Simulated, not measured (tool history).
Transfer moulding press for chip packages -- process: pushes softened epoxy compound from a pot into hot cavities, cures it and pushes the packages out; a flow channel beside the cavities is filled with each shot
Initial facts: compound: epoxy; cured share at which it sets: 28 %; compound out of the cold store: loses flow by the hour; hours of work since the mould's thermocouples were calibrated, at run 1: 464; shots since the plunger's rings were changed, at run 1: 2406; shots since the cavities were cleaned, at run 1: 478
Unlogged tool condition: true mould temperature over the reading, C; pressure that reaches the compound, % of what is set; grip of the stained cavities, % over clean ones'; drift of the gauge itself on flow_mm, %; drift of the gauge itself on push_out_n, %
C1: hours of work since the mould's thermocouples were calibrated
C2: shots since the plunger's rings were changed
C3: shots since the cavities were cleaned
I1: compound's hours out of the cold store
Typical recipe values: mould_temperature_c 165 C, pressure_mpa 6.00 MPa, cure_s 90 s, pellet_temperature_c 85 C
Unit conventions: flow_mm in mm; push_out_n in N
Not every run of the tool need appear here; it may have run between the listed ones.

run 1 hour=0.0 | mould_temperature_c=165 pressure_mpa=6.00 cure_s=90 pellet_temperature_c=85 | C1=464 C2=2406 C3=478 | I1=8.7 | flow_mm=877 push_out_n=617
-- hour=52.7 cavities cleaned with cleaning compound and waxed
run 2 hour=52.7 | mould_temperature_c=165 pressure_mpa=6.00 cure_s=90 pellet_temperature_c=85 | C1=495 C2=3043 C3=0 | I1=41.2 | flow_mm=800 push_out_n=865
run 3 hour=87.4 | mould_temperature_c=165 pressure_mpa=6.00 cure_s=90 pellet_temperature_c=85 | C1=517 C2=3476 C3=433 | I1=23.7 | flow_mm=834 push_out_n=847
-- hour=144.6 cavities cleaned with cleaning compound and waxed
run 4 hour=151.3 | mould_temperature_c=165 pressure_mpa=6.00 cure_s=90 pellet_temperature_c=85 | C1=556 C2=4252 C3=82 | I1=29.1 | flow_mm=819 push_out_n=415
run 5 hour=203.3 | mould_temperature_c=165 pressure_mpa=6.00 cure_s=90 pellet_temperature_c=85 | C1=588 C2=4900 C3=730 | I1=46.1 | flow_mm=775 push_out_n=615
-- hour=237.6 cavities cleaned with cleaning compound and waxed
run 6 hour=258.0 | mould_temperature_c=165 pressure_mpa=6.00 cure_s=90 pellet_temperature_c=85 | C1=621 C2=5562 C3=253 | I1=41.8 | flow_mm=779 push_out_n=455
run 7 hour=303.7 | mould_temperature_c=165 pressure_mpa=6.00 cure_s=90 pellet_temperature_c=85 | C1=650 C2=6132 C3=823 | I1=9.3 | flow_mm=856 push_out_n=644
-- hour=315.5 mould's thermocouples calibrated
-- hour=330.0 cavities cleaned with cleaning compound and waxed
-- hour=340.1 cavities cleaned with cleaning compound and waxed, once more
-- hour=342.6 plunger's sealing rings changed
run 8 hour=365.7 | mould_temperature_c=165 pressure_mpa=6.46 cure_s=90 pellet_temperature_c=85 | C1=28 C2=288 C3=288 | I1=12.4 | flow_mm=917 push_out_n=559
run 9 hour=398.3 | mould_temperature_c=165 pressure_mpa=6.46 cure_s=90 pellet_temperature_c=85 | C1=48 C2=694 C3=694 | I1=43.0 | flow_mm=834 push_out_n=637
-- hour=435.7 cavities cleaned with cleaning compound and waxed
run 10 hour=442.3 | mould_temperature_c=165 pressure_mpa=6.46 cure_s=90 pellet_temperature_c=85 | C1=75 C2=1223 C3=83 | I1=34.8 | flow_mm=853 push_out_n=426

Run 11 has not been measured yet. What should we expect?
run 11 hour=475.0 | mould_temperature_c=165 pressure_mpa=6.46 cure_s=90 pellet_temperature_c=85 | C1=95 C2=1630 C3=490 | I1=21.2 | flow_mm=? push_out_n=?

flow_mm: 882 mm
push_out_n: 590 N
Take away the tool's hidden state, keep the run-to-run variation as it was, and the same run would have given flow_mm 892 mm, push_out_n 404 N.
